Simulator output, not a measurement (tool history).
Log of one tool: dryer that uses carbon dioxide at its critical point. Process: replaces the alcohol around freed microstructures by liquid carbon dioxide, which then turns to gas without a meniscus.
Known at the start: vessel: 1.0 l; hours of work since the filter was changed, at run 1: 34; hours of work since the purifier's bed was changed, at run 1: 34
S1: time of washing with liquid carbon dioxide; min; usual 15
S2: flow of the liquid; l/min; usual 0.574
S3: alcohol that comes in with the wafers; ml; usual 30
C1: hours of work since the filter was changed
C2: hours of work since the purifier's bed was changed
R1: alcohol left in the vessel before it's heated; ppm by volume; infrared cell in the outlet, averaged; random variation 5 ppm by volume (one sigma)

run,day,S1,S2,S3,C1,C2,R1
1,0.000,15,0.574,30,34,34,29
2,0.462,15,0.574,30,39,38,37
3,0.767,15,0.671,30,42,42,26
4,0.975,15,0.671,30,44,44,37
5,1.267,15,0.671,30,47,47,34
6,1.500,14,0.574,30,50,49,63
7,1.700,14,0.574,30,52,51,57
8,2.046,14,0.574,30,55,55,45
9,2.400,22,0.574,118,59,58,30
10,2.692,22,0.899,117,62,61,37

Forecast run 11:
11,3.138,22,0.899,117,66,66,?

R1: 30 ppm by volume
Without the tool's hidden state the same run would have given R1 1 ppm by volume.
